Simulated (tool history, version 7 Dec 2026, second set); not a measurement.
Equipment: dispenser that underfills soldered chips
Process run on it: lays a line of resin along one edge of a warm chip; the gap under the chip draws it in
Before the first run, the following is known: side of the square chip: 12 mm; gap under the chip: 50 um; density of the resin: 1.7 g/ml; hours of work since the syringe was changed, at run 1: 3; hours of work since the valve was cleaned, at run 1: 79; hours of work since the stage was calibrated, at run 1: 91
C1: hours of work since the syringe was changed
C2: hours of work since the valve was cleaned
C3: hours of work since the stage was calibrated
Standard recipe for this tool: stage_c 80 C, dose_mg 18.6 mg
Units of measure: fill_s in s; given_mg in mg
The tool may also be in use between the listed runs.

run 1 day=0.000 | stage_c=80 dose_mg=18.6 | C1=3 C2=79 C3=91 | fill_s=112.8 given_mg=18.08
run 2 day=0.212 | stage_c=80 dose_mg=16.6 | C1=6 C2=82 C3=94 | fill_s=147.2 given_mg=16.16
-- day=0.279 new syringe of resin
run 3 day=0.404 | stage_c=76 dose_mg=18.6 | C1=2 C2=85 C3=97 | fill_s=118.2 given_mg=18.05
run 4 day=0.571 | stage_c=76 dose_mg=18.6 | C1=4 C2=87 C3=99 | fill_s=143.8 given_mg=17.99
-- day=0.775 new syringe of resin
run 5 day=0.792 | stage_c=80 dose_mg=18.6 | C1=0 C2=90 C3=102 | fill_s=90.4 given_mg=17.99
run 6 day=1.004 | stage_c=80 dose_mg=18.6 | C1=3 C2=93 C3=105 | fill_s=116.0 given_mg=17.92
run 7 day=1.104 | stage_c=80 dose_mg=19.0 | C1=5 C2=95 C3=107 | fill_s=130.6 given_mg=18.27
run 8 day=1.229 | stage_c=73 dose_mg=18.6 | C1=7 C2=96 C3=109 | fill_s=197.1 given_mg=17.95
-- day=1.271 new syringe of resin
run 9 day=1.358 | stage_c=73 dose_mg=20.9 | C1=1 C2=98 C3=110 | fill_s=124.2 given_mg=20.25
run 10 day=1.462 | stage_c=73 dose_mg=20.9 | C1=3 C2=100 C3=112 | fill_s=143.6 given_mg=20.05
run 11 day=1.596 | stage_c=71 dose_mg=17.7 | C1=5 C2=102 C3=114 | fill_s=186.1 given_mg=17.00
-- day=1.771 new syringe of resin
run 12 day=1.779 | stage_c=71 dose_mg=17.7 | C1=0 C2=104 C3=116 | fill_s=130.6 given_mg=16.92
run 13 day=1.888 | stage_c=92 dose_mg=17.7 | C1=2 C2=106 C3=118 | fill_s=69.8 given_mg=17.00
run 14 day=2.033 | stage_c=75 dose_mg=19.6 | C1=4 C2=108 C3=120 | fill_s=147.3 given_mg=18.81

Selected run-to-run steps in fill_s, each split into two signed amounts: the part the tool would show with no hidden state at all (from settings, incoming material and random variation), and the remainder, which goes to the hidden state together with any gauge scatter not common to the measured and the hidden-state-free results:
Hidden state present: resin's viscosity, % of fresh resin's; dose that the valve gives, % of what is set; true chip temperature over the reading, C; drift of the gauge itself on fill_s, %; drift of the gauge itself on given_mg, %.
Run 8 -> 9: dose_mg 18.6 -> 20.9, new syringe of resin. fill_s -72.9 s: hidden state -69.1, all else -3.8.
Run 13 -> 14: stage_c 92 -> 75, dose_mg 17.7 -> 19.6. fill_s +77.5 s: hidden state +31.8, all else +45.7.

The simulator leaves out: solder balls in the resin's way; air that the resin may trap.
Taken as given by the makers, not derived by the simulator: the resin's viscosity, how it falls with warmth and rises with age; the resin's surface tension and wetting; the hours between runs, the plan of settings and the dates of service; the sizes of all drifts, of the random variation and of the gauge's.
